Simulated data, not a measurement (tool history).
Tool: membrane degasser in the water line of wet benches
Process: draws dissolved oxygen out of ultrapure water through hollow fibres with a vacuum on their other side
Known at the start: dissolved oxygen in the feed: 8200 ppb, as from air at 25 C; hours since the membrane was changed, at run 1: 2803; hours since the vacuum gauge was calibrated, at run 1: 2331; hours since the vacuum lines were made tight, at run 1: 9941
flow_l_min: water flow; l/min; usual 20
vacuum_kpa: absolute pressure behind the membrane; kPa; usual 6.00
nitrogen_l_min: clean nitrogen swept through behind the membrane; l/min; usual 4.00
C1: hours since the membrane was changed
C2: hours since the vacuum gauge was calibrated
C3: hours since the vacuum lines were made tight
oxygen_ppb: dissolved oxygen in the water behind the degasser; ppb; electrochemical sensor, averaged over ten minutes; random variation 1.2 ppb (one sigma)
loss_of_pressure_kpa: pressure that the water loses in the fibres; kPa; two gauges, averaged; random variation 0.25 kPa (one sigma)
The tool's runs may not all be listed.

Run 1, hour 0.0: usual settings; C1 2803; C2 2331; C3 9941. Result: oxygen_ppb 129.5 ppb, loss_of_pressure_kpa 67.97 kPa.
Run 2, hour 85.3: usual settings; C1 2888; C2 2416; C3 10026. Result: oxygen_ppb 133.2 ppb, loss_of_pressure_kpa 67.42 kPa.
Run 3, hour 136.2: usual settings; C1 2939; C2 2467; C3 10077. Result: oxygen_ppb 131.1 ppb, loss_of_pressure_kpa 67.83 kPa.
Run 4, hour 234.5: usual settings; C1 3037; C2 2565; C3 10176. Result: oxygen_ppb 134.3 ppb, loss_of_pressure_kpa 67.54 kPa.
Run 5, hour 320.8: usual settings but vacuum_kpa 8.46 kPa; C1 3124; C2 2652; C3 10262. Result: oxygen_ppb 162.4 ppb, loss_of_pressure_kpa 67.88 kPa.
Run 6, hour 385.9: usual settings but vacuum_kpa 8.46 kPa; C1 3189; C2 2717; C3 10327. Result: oxygen_ppb 161.6 ppb, loss_of_pressure_kpa 68.35 kPa.
Run 7, hour 469.3: usual settings but flow_l_min 19 l/min, vacuum_kpa 9.78 kPa, nitrogen_l_min 1.81 l/min; C1 3272; C2 2800; C3 10410. Result: oxygen_ppb 258.1 ppb, loss_of_pressure_kpa 64.34 kPa.
Run 8, hour 560.3: usual settings but flow_l_min 18 l/min, vacuum_kpa 13.85 kPa, nitrogen_l_min 1.77 l/min; C1 3363; C2 2891; C3 10501. Result: oxygen_ppb 330.1 ppb, loss_of_pressure_kpa 61.18 kPa.
Run 9, hour 638.0: usual settings but flow_l_min 14 l/min; C1 3441; C2 2969; C3 10579. Result: oxygen_ppb 79.0 ppb, loss_of_pressure_kpa 47.42 kPa.
Run 10, hour 735.8: usual settings but flow_l_min 14 l/min; C1 3539; C2 3067; C3 10677. Result: oxygen_ppb 78.0 ppb, loss_of_pressure_kpa 47.71 kPa.
Run 11, hour 821.9: usual settings but flow_l_min 14 l/min; C1 3625; C2 3153; C3 10763. Result: oxygen_ppb 78.1 ppb, loss_of_pressure_kpa 47.57 kPa.
Run 12, hour 871.4: usual settings but flow_l_min 30 l/min, vacuum_kpa 4.35 kPa; C1 3674; C2 3202; C3 10813. Result: oxygen_ppb 204.3 ppb, loss_of_pressure_kpa 101.87 kPa.

Some steps in oxygen_ppb between neighbouring runs. How much of each would the tool show without its hidden state too (settings, what came in, random variation), and how much is left for the hidden state, with any gauge scatter that isn't in both results?
The hidden state here: membrane still open, %; true pressure behind the membrane over the reading, kPa; air that leaks in behind the membrane, l/min; drift of the gauge itself on oxygen_ppb, %; drift of the gauge itself on loss_of_pressure_kpa, %.
Run 8 -> 9: flow_l_min 18 -> 14, vacuum_kpa 13.85 -> 6.00, nitrogen_l_min 1.77 -> 4.00. oxygen_ppb -251.1 ppb: hidden state -8.6, all else -242.5.
Run 11 -> 12: flow_l_min 14 -> 30, vacuum_kpa 6.00 -> 4.35. oxygen_ppb +126.2 ppb: hidden state +11.9, all else +114.3.

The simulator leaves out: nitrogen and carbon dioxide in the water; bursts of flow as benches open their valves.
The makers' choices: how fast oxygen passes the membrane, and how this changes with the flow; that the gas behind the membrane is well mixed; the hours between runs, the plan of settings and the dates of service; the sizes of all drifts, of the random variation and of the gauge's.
